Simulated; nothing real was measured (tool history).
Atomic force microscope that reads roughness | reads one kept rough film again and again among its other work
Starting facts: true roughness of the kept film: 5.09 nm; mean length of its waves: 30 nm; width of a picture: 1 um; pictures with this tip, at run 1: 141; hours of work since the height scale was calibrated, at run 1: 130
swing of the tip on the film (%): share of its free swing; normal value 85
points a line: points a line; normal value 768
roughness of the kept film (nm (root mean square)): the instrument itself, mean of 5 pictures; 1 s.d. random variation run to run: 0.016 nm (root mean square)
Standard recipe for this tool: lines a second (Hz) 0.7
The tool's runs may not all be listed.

run,hour,lines a second (Hz),swing of the tip on the film (%),points a line,pictures with this tip,hours of work since the height scale was calibrated,roughness of the kept film (nm (root mean square))
1,0,0.7,85,768,141,130,2.808
2,13.1,3.361,85,768,157,139,2.371
3,39.7,3.361,87,768,189,157,2.17
4,62.2,3.361,87,768,215,172,2.085
5,82,0.7,85,259,239,185,2.335
6,103.4,0.7,85,768,265,199,2.292
# hour 111.7: new tip fitted
7,116.7,0.7,85,768,6,208,3.927
8,132.7,0.7,85,309,25,218,3.701
9,152.8,0.7,75,768,49,232,3.597
10,165.5,0.7,75,768,64,240,3.475
11,178.1,0.7,75,768,79,249,3.368
12,199.8,3.633,75,768,105,263,2.884
13,226.8,3.633,75,768,137,281,2.754
14,239.9,0.945,85,768,152,290,2.851
15,255.6,0.945,85,768,171,300,2.767
16,280.9,0.945,85,768,201,317,2.626
17,292.6,0.7,85,835,215,325,2.604
18,316.6,0.7,85,768,244,341,2.485
19,332.6,0.7,85,768,263,352,2.412
# hour 342.6: new tip fitted
20,356.5,0.7,85,768,17,367,3.783
# hour 359.4: height scale calibrated on a step standard
21,380.2,0.7,85,768,44,14,3.572
22,403.1,1.283,85,768,71,29,3.263
23,418.5,1.283,85,287,89,39,3.082
24,444.4,1.283,85,854,120,57,2.914
25,464.2,0.7,70,768,144,70,2.968
# hour 470.1: height scale calibrated on a step standard, once more
26,487.1,0.7,85,768,170,11,2.758
27,498.3,0.7,85,768,183,19,2.695
28,522.8,0.509,64,844,212,35,2.654
29,539.5,0.7,57,971,232,46,2.575
30,563,2.474,87,768,260,62,2.111
# hour 576.2: new tip fitted
31,578.3,0.637,79,438,3,72,3.963
32,593.5,0.637,79,438,21,82,3.772
33,613.8,0.637,77,438,45,96,3.621
34,626.5,0.613,86,868,60,104,3.46
35,638.3,0.668,57,469,74,112,3.455
36,653.5,1.826,57,548,92,122,3.286
37,676,0.7,86,768,119,137,3.064
38,700.2,2.541,58,661,148,153,2.927
39,720.9,2.541,70,439,173,167,2.697
40,741.1,3.497,58,439,197,180,2.671
41,768.7,0.7,86,800,229,199,2.537
42,782,0.755,69,465,245,208,2.519
43,793.3,3.515,89,494,259,215,1.989
# hour 807.4: new tip fitted
44,810.6,3.515,76,494,4,227,3.497
45,829.7,3.515,58,871,26,239,3.642
46,852.5,0.98,68,768,54,254,3.472
47,865.6,2.42,85,768,69,263,3
48,884.8,2.42,85,768,92,276,2.895
49,908,3.344,85,768,120,291,2.616
50,925.2,3.344,85,768,140,303,2.525
51,945.2,0.505,85,768,164,316,2.813

Consider 3 possible next runs. They are alternatives, not a sequence: every one starts from the tool as it was left by run 51. What does each give?
A,972.7,1.623,63,730,197,335,?
B,972.7,0.505,87,338,197,335,?
C,972.7,0.7,58,768,197,335,?

run,roughness of the kept film (nm (root mean square))
A,2.651
B,2.615
C,2.677
Stripped of hidden state, with their random variation kept, the same runs would have yielded:
run,roughness of the kept film (nm (root mean square))
A,4.029
B,3.975
C,4.067

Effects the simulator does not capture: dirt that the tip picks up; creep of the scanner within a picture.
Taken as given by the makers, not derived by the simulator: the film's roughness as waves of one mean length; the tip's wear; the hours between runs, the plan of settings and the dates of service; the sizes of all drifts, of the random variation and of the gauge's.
